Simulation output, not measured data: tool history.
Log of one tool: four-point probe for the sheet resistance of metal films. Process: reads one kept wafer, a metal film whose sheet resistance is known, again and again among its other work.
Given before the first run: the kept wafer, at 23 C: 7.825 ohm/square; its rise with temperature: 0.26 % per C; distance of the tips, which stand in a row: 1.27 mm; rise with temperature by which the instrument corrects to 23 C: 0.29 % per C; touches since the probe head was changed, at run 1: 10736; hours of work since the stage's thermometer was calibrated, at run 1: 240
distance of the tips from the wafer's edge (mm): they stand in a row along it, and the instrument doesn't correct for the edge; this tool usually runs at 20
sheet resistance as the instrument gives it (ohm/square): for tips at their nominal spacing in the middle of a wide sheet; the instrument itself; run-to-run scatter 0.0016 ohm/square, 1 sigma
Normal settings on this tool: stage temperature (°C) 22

run	hour	stage temperature (°C)	distance of the tips from the wafer's edge (mm)	touches since the probe head was changed	hours of work since the stage's thermometer was calibrated	sheet resistance as the instrument gives it (ohm/square)
1	0	22	20	10736	240	7.843986
2	10.5	22	17	10937	249	7.851525
3	29.1	22	17	11291	263	7.85101
4	38.9	31	20	11478	271	7.822768
5	49.1	22	64	11673	279	7.82837
6	65.6	22	64	11988	292	7.82987
7	78	22	64	12226	302	7.827146
8	94.8	22	64	12546	315	7.832291
9	110.7	22	64	12850	328	7.828059
10	124.7	22	56	13117	339	7.829309
11	136.2	22	20	13337	348	7.844137
12	147.9	22	20	13561	357	7.847706
13	165.3	22	20	13893	371	7.84437
14	178.6	22	20	14147	381	7.844899
15	192.5	22	20	14413	392	7.845281
16	210.4	22	20	14755	406	7.842193
17	225.4	22	20	15042	418	7.844988
18	239.3	22	20	15306	429	7.84694
19	252.8	22	20	15564	440	7.846088
20	268.7	22	20	15869	453	7.843592
21	279	22	20	16065	461	7.847016
22	287.5	22	9	16227	467	7.910813
23	295.6	30	20	16381	474	7.826623
24	305.1	31	17	16564	481	7.828129
25	318.6	23	31	16822	492	7.831579
26	329.5	23	31	17030	501	7.832944
27	337.8	23	31	17188	507	7.829417
28	353.7	28	4	17493	520	8.215109
29	372.4	30	6	17848	534	7.99364
30	387.9	21	12	18146	547	7.876658
31	404.7	21	12	18465	560	7.876253
32	413.6	21	12	18637	567	7.876547
33	429.4	21	12	18938	579	7.876202
34	439.7	34	5	19135	588	8.061722
35	448.3	23	20	19299	594	7.844626
36	463.5	25	26	19589	606	7.828162
37	482	29	12	19943	621	7.858843
38	498.3	23	33	20254	634	7.831239
39	512.9	22	16	20532	645	7.853641
40	522.2	20	56	20711	653	7.838764
41	533.5	29	13	20926	662	7.851788
42	552.4	33	4	21287	677	8.202425
43	563.7	21	4	21503	686	8.227503
44	575.7	33	4	21733	695	8.201393
45	590.4	24	11	22013	707	7.880909
46	607.8	24	11	22346	720	7.879669

Alternative continuations, all from the tool just after run 46; predict every row:
A	624.1	22	9	22658	733	?
B	624.1	20	7	22658	733	?
C	624.1	20	10	22658	733	?

run	sheet resistance as the instrument gives it (ohm/square)
A	7.91164
B	7.970443
C	7.900534
With no hidden state in the tool, these same runs would have given:
run	sheet resistance as the instrument gives it (ohm/square)
A	7.911448
B	7.970249
C	7.900341
